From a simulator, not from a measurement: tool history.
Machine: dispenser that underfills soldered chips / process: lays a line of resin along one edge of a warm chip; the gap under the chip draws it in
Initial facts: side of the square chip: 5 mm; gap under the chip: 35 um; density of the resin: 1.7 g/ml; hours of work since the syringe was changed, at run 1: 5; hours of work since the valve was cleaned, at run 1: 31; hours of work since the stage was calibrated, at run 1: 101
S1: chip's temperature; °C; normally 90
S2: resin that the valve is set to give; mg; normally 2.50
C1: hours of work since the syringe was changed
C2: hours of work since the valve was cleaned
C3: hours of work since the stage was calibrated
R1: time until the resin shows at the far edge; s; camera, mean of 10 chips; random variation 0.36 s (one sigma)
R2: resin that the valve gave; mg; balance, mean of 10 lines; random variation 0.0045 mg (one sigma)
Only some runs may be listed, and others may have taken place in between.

run   hour   S1    S2  C1  C2   C3    R1     R2
  1    0.0   90  2.50   5  31  101  26.8  2.450
       3.1  -- new syringe of resin
  2   10.6   90  2.50   6  39  108  27.6  2.444
      13.0  -- new syringe of resin
  3   21.0   90  2.50   6  46  116  28.2  2.435
      22.8  -- new syringe of resin
      32.5  -- new syringe of resin
  4   35.8  101  2.50   2  57  126  17.1  2.423
      42.7  -- new syringe of resin
      52.5  -- new syringe of resin
  5   52.8   90  2.50   0  69  139  21.0  2.401
      62.3  -- new syringe of resin
      63.3  -- dispensing valve cleaned and set on the balance
  6   70.6   90  2.50   5   5  151  27.7  2.489
      72.8  -- new syringe of resin
      82.0  -- new syringe of resin
  7   82.9   90  2.18   1  14  160  21.5  2.174
      92.0  -- new syringe of resin
  8   98.3   90  2.18   5  26  171  27.3  2.153
     101.2  -- new syringe of resin
     110.9  -- new syringe of resin
  9  113.0   90  2.18   2  36  182  21.9  2.147
     120.8  -- new syringe of resin
 10  123.1   90  2.78   2  43  189  22.2  2.723
     130.7  -- new syringe of resin
 11  132.9   94  2.21   2  51  196  19.7  2.153
     140.4  -- new syringe of resin
 12  140.5   97  2.10   0  56  202  17.5  2.036
     150.2  -- new syringe of resin
 13  152.9   80  2.67   2  65  211  29.7  2.580
     159.8  -- new syringe of resin
 14  166.1   80  2.67   5  75  220  35.2  2.564
     168.7  -- dispensing valve cleaned and set on the balance
     170.6  -- new syringe of resin
     180.6  -- new syringe of resin
 15  181.0  103  2.66   0   9  230  14.4  2.642
 16  188.2  103  2.66   6  14  236  19.6  2.635
     190.3  -- new syringe of resin
     200.8  -- new syringe of resin
 17  202.1   90  2.69   1  24  246  21.1  2.651
     210.1  -- new syringe of resin
 18  211.7   99  2.38   1  31  253  16.3  2.343
     219.6  -- new syringe of resin
 19  226.5   99  2.38   5  42  264  20.6  2.323
     229.6  -- new syringe of resin
     239.7  -- new syringe of resin
 20  241.5   90  3.05   1  53  275  21.5  2.960

Run by run, hidden condition taken away, random variation retained:
Hidden state at play: resin's viscosity, % of fresh resin's; dose that the valve gives, % of what is set; true chip temperature over the reading, C; drift of the gauge itself on fill_s, %; drift of the gauge itself on given_mg, %.
run    R1     R2
  1  21.0  2.492
  2  20.0  2.497
  3  19.7  2.498
  4  14.5  2.501
  5  20.8  2.498
  6  20.5  2.493
  7  21.1  2.187
  8  20.5  2.179
  9  20.5  2.185
 10  20.5  2.783
 11  18.1  2.209
 12  17.6  2.095
 13  26.8  2.668
 14  26.9  2.666
 15  14.4  2.657
 16  14.2  2.658
 17  20.6  2.689
 18  15.5  2.386
 19  15.7  2.380
 20  20.2  3.052
